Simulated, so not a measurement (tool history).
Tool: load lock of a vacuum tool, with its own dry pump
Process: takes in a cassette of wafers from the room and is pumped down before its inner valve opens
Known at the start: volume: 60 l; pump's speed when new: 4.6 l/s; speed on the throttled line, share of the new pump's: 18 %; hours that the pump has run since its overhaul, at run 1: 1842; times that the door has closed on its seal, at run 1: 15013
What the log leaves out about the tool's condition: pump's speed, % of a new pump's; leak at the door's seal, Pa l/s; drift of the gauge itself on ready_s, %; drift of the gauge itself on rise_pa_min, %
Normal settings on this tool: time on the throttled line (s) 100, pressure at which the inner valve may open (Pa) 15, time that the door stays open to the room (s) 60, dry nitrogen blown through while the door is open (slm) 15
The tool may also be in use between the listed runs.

run,hour,time on the throttled line (s),pressure at which the inner valve may open (Pa),time that the door stays open to the room (s),dry nitrogen blown through while the door is open (slm),hours that the pump has run since its overhaul,times that the door has closed on its seal,"incoming humidity of the room's air, %",time from the closed door until the inner valve may open (s),rise of the pressure with all valves shut (Pa/min)
1,0,100,15,60,15,1842,15013,46.2,198.3,0.055
2,437.8,100,15,60,15,2279,16505,50.6,197.1,0.065
3,1132.4,100,15,60,15,2974,18873,45.8,198.5,0.056
4,1588.7,100,22,60,15,3430,20428,43.7,191.2,0.054
# hour 1637: door's seal changed, seat wiped
5,2174.3,100,22,60,15,4014,1831,44.8,192,0.05
6,2632.2,100,22,60,8,4472,3392,46.2,193.9,0.066
7,3196.8,100,22,60,8,5037,5317,43,192,0.06
8,3524.1,100,22,60,8,5364,6433,42.2,191.7,0.058
9,3844.7,100,22,60,8,5685,7525,46,191.2,0.063
10,4555.7,100,22,68,8,6396,9949,46.1,191.6,0.07
11,5068.6,81,15,60,15,6909,11698,47.4,182.8,0.057
12,5647.5,83,12,34,5,7488,13671,47.2,185,0.06
13,6331.4,68,15,60,31,8171,16002,43.5,171.5,0.043
14,6912.7,167,15,60,6,8753,17984,45,251.5,0.065
15,7592.6,61,15,161,37,9433,20302,43.7,165.7,0.067
# hour 7693.7: door's seal changed, seat wiped
16,8309.8,118,21,25,13,10148,2100,44.3,208.8,0.037
17,8633.8,118,21,25,13,10472,3205,47,209.3,0.038
18,9124.1,93,29,198,15,10963,4876,39.3,183.9,0.091
19,9475.2,93,29,49,15,11314,6073,41.5,183.1,0.043
20,9932.7,93,29,49,15,11771,7633,43.3,182.3,0.049

Forecast each of these 4 alternatives for the next run:
A,10478.4,95,13,60,12,12317,9493,45.9,?,?
B,10478.4,105,29,49,15,12317,9493,43.7,?,?
C,10478.4,52,29,49,24,12317,9493,43.6,?,?
D,10478.4,106,29,49,5,12317,9493,43.1,?,?

run,time from the closed door until the inner valve may open (s),rise of the pressure with all valves shut (Pa/min)
A,196.4,0.059
B,194.1,0.051
C,149.2,0.041
D,192.9,0.058
With no hidden state in the tool, these same runs would have given:
run,time from the closed door until the inner valve may open (s),rise of the pressure with all valves shut (Pa/min)
A,196.3,0.059
B,194,0.051
C,149.2,0.041
D,192.8,0.057
